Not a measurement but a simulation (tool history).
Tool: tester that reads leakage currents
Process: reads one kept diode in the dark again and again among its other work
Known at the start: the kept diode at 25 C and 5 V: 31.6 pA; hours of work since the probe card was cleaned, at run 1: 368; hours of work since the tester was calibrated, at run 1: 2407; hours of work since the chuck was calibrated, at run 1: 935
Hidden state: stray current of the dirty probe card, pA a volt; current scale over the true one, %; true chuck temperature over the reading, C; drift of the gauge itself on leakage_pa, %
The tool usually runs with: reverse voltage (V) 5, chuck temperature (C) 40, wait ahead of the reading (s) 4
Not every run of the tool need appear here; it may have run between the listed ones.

run,day,reverse voltage (V),chuck temperature (C),wait ahead of the reading (s),hours of work since the probe card was cleaned,hours of work since the tester was calibrated,hours of work since the chuck was calibrated,current that the tester gives (pA)
1,0,5,40,4,368,2407,935,124.36
2,8.746,5,40,4,480,2520,1047,124.07
3,17.896,5,40,4,598,2638,1165,124.34
4,26.846,13.94,40,4,713,2753,1281,172
5,32.821,13.94,40,4,790,2830,1357,172.77
6,40.242,5,40,4,886,2925,1453,124.56
7,47.017,5,40,4,973,3013,1540,124.64
8,52.8,5,40,4,1048,3087,1615,124.52
# day 54.892: probe card cleaned and baked
9,58.383,5,40,0.3,45,3157,1685,129.77
# day 64.15: chuck's temperature calibrated
10,67.767,5,40,0.3,165,3277,47,129.69
11,72.458,5,47,4,225,3338,107,224.25
12,82.588,5,40,1.81,356,3468,237,124.88
13,88.454,5,40,1.81,431,3544,313,124.99
14,98.612,5,40,1.81,562,3674,444,125.01
15,108.683,5,40,1.81,692,3804,573,125.57
16,116.438,1.89,40,4,792,3904,673,91.67
17,125.829,1.34,40,4,913,4025,794,83.08
18,133.767,5,57,0.7,1015,4127,897,505.05
# day 137.908: probe card cleaned and baked
19,141.683,5,57,0.7,49,4228,997,508.44
20,151.158,1.33,29,0.54,171,4350,1119,31.35
21,158.554,1.33,29,0.54,266,4445,1214,31.47
22,168.4,7.02,50,4,393,4572,1341,319.04
23,174.233,7.02,50,4,468,4647,1416,319.74
24,184.067,2.35,22,0.69,594,4773,1543,19.89
25,188.562,1.23,53,6.91,652,4831,1601,236.37
26,194.262,12.42,32,4,726,4905,1674,82.19
27,199.438,2.04,52,1.13,792,4971,1741,256.14
# day 200.796: chuck's temperature calibrated
28,204.262,2.04,52,1.13,853,5032,45,257.2
29,211.271,2.04,52,9.43,944,5123,135,256.83
# day 220.808: probe card cleaned and baked
30,220.808,4.98,21,0.43,0,5244,256,25.56
31,226.033,1.23,38,4,67,5311,323,67.78

What if the next run were any one of these 5? Each begins from the tool's condition after run 31:
A,234.208,13.15,44,1.79,173,5416,429,?
B,234.208,2.03,48,4,173,5416,429,?
C,234.208,5,39,0.42,173,5416,429,?
D,234.208,4.2,44,1.76,173,5416,429,?
E,234.208,9.8,46,8.35,173,5416,429,?

run,current that the tester gives (pA)
A,239.38
B,185.53
C,118.08
D,166.28
E,256.39
Take away the tool's hidden state, keep each run's random variation, and the runs would have read:
run,current that the tester gives (pA)
A,239.4
B,185.56
C,118.09
D,166.3
E,256.41

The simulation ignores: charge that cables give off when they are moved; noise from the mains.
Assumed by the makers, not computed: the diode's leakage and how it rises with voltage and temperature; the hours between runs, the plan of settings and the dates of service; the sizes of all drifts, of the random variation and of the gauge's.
